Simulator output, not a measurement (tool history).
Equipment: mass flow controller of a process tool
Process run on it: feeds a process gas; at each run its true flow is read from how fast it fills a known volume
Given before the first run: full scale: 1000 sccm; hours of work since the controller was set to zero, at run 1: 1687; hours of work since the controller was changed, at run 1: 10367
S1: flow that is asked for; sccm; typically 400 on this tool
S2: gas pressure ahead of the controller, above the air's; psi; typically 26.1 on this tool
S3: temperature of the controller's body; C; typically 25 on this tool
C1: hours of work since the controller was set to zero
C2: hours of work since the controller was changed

{"run": 1, "hour": 0.0, "S1": 400, "S2": 26.1, "S3": 25, "C1": 1687, "C2": 10367, "true flow (%)": 95.73}
{"run": 2, "hour": 318.3, "S1": 400, "S2": 26.1, "S3": 25, "C1": 1883, "C2": 10563, "true flow (%)": 95.68}
{"run": 3, "hour": 792.9, "S1": 400, "S2": 26.1, "S3": 25, "C1": 2176, "C2": 10855, "true flow (%)": 95.37}
{"run": 4, "hour": 1250.2, "S1": 400, "S2": 26.1, "S3": 25, "C1": 2457, "C2": 11137, "true flow (%)": 95.41}
{"run": 5, "hour": 1724.3, "S1": 400, "S2": 26.1, "S3": 25, "C1": 2749, "C2": 11429, "true flow (%)": 95.34}
{"run": 6, "hour": 2086.6, "S1": 400, "S2": 26.1, "S3": 25, "C1": 2972, "C2": 11652, "true flow (%)": 94.97}
{"run": 7, "hour": 2417.7, "S1": 400, "S2": 26.1, "S3": 25, "C1": 3176, "C2": 11856, "true flow (%)": 94.98}
{"hour": 2483.2, "done": "controller exchanged for a calibrated one"}
{"run": 8, "hour": 2880.3, "S1": 400, "S2": 26.1, "S3": 25, "C1": 245, "C2": 245, "true flow (%)": 99.15}
{"run": 9, "hour": 3091.2, "S1": 400, "S2": 26.1, "S3": 25, "C1": 374, "C2": 374, "true flow (%)": 99.15}
{"run": 10, "hour": 3430.3, "S1": 400, "S2": 26.1, "S3": 25, "C1": 583, "C2": 583, "true flow (%)": 98.98}
{"run": 11, "hour": 3849.7, "S1": 400, "S2": 26.1, "S3": 25, "C1": 842, "C2": 842, "true flow (%)": 98.92}
{"run": 12, "hour": 4179.4, "S1": 400, "S2": 26.1, "S3": 25, "C1": 1045, "C2": 1045, "true flow (%)": 98.8}
{"run": 13, "hour": 4616.0, "S1": 400, "S2": 26.1, "S3": 25, "C1": 1314, "C2": 1314, "true flow (%)": 98.46}
{"run": 14, "hour": 4864.1, "S1": 400, "S2": 26.1, "S3": 25, "C1": 1467, "C2": 1467, "true flow (%)": 98.44}
{"run": 15, "hour": 5225.7, "S1": 400, "S2": 26.1, "S3": 25, "C1": 1689, "C2": 1689, "true flow (%)": 98.35}
{"hour": 5270.4, "done": "controller's zero set anew"}
{"run": 16, "hour": 5555.2, "S1": 400, "S2": 21.0, "S3": 25, "C1": 175, "C2": 1892, "true flow (%)": 97.94}
{"run": 17, "hour": 5935.4, "S1": 400, "S2": 21.0, "S3": 25, "C1": 410, "C2": 2126, "true flow (%)": 97.99}
{"run": 18, "hour": 6352.2, "S1": 400, "S2": 21.0, "S3": 25, "C1": 666, "C2": 2383, "true flow (%)": 97.73}
{"run": 19, "hour": 6699.3, "S1": 442, "S2": 26.1, "S3": 25, "C1": 880, "C2": 2597, "true flow (%)": 97.91}
{"hour": 6921.6, "done": "controller's zero set anew, once more"}
{"run": 20, "hour": 6965.0, "S1": 400, "S2": 26.1, "S3": 25, "C1": 27, "C2": 2760, "true flow (%)": 98.5}
{"run": 21, "hour": 7384.0, "S1": 400, "S2": 34.7, "S3": 25, "C1": 285, "C2": 3018, "true flow (%)": 98.56}
{"run": 22, "hour": 7857.0, "S1": 400, "S2": 34.7, "S3": 25, "C1": 576, "C2": 3309, "true flow (%)": 98.31}
{"run": 23, "hour": 8335.2, "S1": 400, "S2": 34.7, "S3": 25, "C1": 871, "C2": 3604, "true flow (%)": 98.24}
{"run": 24, "hour": 8580.1, "S1": 400, "S2": 26.1, "S3": 21, "C1": 1022, "C2": 3755, "true flow (%)": 97.55}
{"run": 25, "hour": 8816.7, "S1": 398, "S2": 35.5, "S3": 26, "C1": 1167, "C2": 3901, "true flow (%)": 98.13}
{"run": 26, "hour": 9214.8, "S1": 295, "S2": 26.7, "S3": 25, "C1": 1413, "C2": 4146, "true flow (%)": 97.42}
{"run": 27, "hour": 9500.5, "S1": 120, "S2": 33.5, "S3": 28, "C1": 1588, "C2": 4322, "true flow (%)": 96.75}
{"run": 28, "hour": 9777.2, "S1": 829, "S2": 21.0, "S3": 25, "C1": 1759, "C2": 4492, "true flow (%)": 98.15}
{"run": 29, "hour": 10147.7, "S1": 795, "S2": 27.7, "S3": 21, "C1": 1987, "C2": 4720, "true flow (%)": 97.75}
{"run": 30, "hour": 10517.9, "S1": 795, "S2": 27.7, "S3": 21, "C1": 2215, "C2": 4948, "true flow (%)": 97.73}
{"run": 31, "hour": 10918.8, "S1": 795, "S2": 27.7, "S3": 21, "C1": 2462, "C2": 5195, "true flow (%)": 97.4}
{"run": 32, "hour": 11269.7, "S1": 400, "S2": 26.1, "S3": 35, "C1": 2678, "C2": 5411, "true flow (%)": 98.15}

Run 33, settings as shown, results not yet in. Your forecast:
{"run": 33, "hour": 11766.2, "S1": 400, "S2": 26.1, "S3": 35, "C1": 2984, "C2": 5717, "true flow (%)": "?"}

Run 33 came out at true flow (%) 97.97.
With the hidden condition absent and the run-to-run variation left alone, this run would have shown true flow (%) 100.46.
